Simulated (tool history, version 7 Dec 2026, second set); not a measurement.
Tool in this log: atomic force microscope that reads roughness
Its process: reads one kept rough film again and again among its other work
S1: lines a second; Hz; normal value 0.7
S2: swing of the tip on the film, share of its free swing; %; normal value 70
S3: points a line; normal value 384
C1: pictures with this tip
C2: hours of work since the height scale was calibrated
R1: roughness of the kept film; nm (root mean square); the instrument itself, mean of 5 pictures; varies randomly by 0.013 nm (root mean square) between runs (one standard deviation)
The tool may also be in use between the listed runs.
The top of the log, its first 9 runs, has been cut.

-- hour=406 new tip fitted
run 10 hour=412.8 | S1=0.7 S2=77 S3=384 | C1=16 C2=370 | R1=2.783
run 11 hour=460.7 | S1=0.7 S2=77 S3=384 | C1=128 C2=407 | R1=2.249
run 12 hour=502.5 | S1=0.7 S2=70 S3=384 | C1=225 C2=440 | R1=1.954
run 13 hour=559.1 | S1=0.7 S2=70 S3=384 | C1=356 C2=484 | R1=1.666
-- hour=565.2 new tip fitted
run 14 hour=614.2 | S1=0.7 S2=70 S3=384 | C1=114 C2=526 | R1=2.333
-- hour=618 height scale calibrated on a step standard
run 15 hour=646.5 | S1=0.7 S2=70 S3=384 | C1=187 C2=22 | R1=2.064
run 16 hour=700.9 | S1=1.549 S2=70 S3=384 | C1=313 C2=65 | R1=1.676
-- hour=722.9 new tip fitted
run 17 hour=747.7 | S1=1.549 S2=70 S3=384 | C1=57 C2=101 | R1=2.544
run 18 hour=786.7 | S1=1.549 S2=70 S3=384 | C1=148 C2=131 | R1=2.173
run 19 hour=818.9 | S1=1.549 S2=70 S3=384 | C1=223 C2=156 | R1=1.928
-- hour=878.4 new tip fitted
run 20 hour=878.8 | S1=1.549 S2=70 S3=384 | C1=1 C2=202 | R1=2.823
run 21 hour=909 | S1=1.549 S2=82 S3=927 | C1=71 C2=226 | R1=2.325
-- hour=913.6 height scale calibrated on a step standard, once more
run 22 hour=953.1 | S1=1.549 S2=82 S3=927 | C1=171 C2=31 | R1=1.958
run 23 hour=1018.5 | S1=1.549 S2=82 S3=618 | C1=323 C2=82 | R1=1.573
-- hour=1035.4 new tip fitted
run 24 hour=1046.6 | S1=1.509 S2=70 S3=494 | C1=26 C2=103 | R1=2.693
run 25 hour=1096.1 | S1=1.509 S2=70 S3=494 | C1=141 C2=142 | R1=2.172
run 26 hour=1132.5 | S1=1.509 S2=70 S3=494 | C1=225 C2=170 | R1=1.875
run 27 hour=1164.7 | S1=1.509 S2=70 S3=494 | C1=300 C2=195 | R1=1.703
-- hour=1192.2 new tip fitted
run 28 hour=1210.9 | S1=0.7 S2=86 S3=612 | C1=43 C2=230 | R1=2.553
run 29 hour=1250.1 | S1=0.7 S2=86 S3=612 | C1=135 C2=261 | R1=2.189
run 30 hour=1311.5 | S1=0.7 S2=86 S3=612 | C1=277 C2=309 | R1=1.744
run 31 hour=1345.2 | S1=0.7 S2=83 S3=553 | C1=356 C2=335 | R1=1.598
-- hour=1349.3 new tip fitted
run 32 hour=1376.1 | S1=0.7 S2=83 S3=553 | C1=62 C2=359 | R1=2.505
run 33 hour=1439.3 | S1=1.513 S2=83 S3=479 | C1=209 C2=408 | R1=1.829

Each row is a separate what-if for the run after 33, all from the same tool condition, not one after another. Results?
run A hour=1499.9 | S1=1.513 S2=83 S3=987 | C1=350 C2=455 | R1=?
run B hour=1499.9 | S1=3.919 S2=63 S3=695 | C1=350 C2=455 | R1=?
run C hour=1499.9 | S1=0.596 S2=77 S3=329 | C1=350 C2=455 | R1=?
run D hour=1499.9 | S1=0.877 S2=69 S3=306 | C1=350 C2=455 | R1=?
run E hour=1499.9 | S1=2.408 S2=66 S3=380 | C1=350 C2=455 | R1=?

run=A R1=1.521
run=B R1=1.556
run=C R1=1.638
run=D R1=1.639
run=E R1=1.571
Without the tool's unlogged condition, the same runs would have read:
run=A R1=2.711
run=B R1=2.772
run=C R1=2.918
run=D R1=2.922
run=E R1=2.807
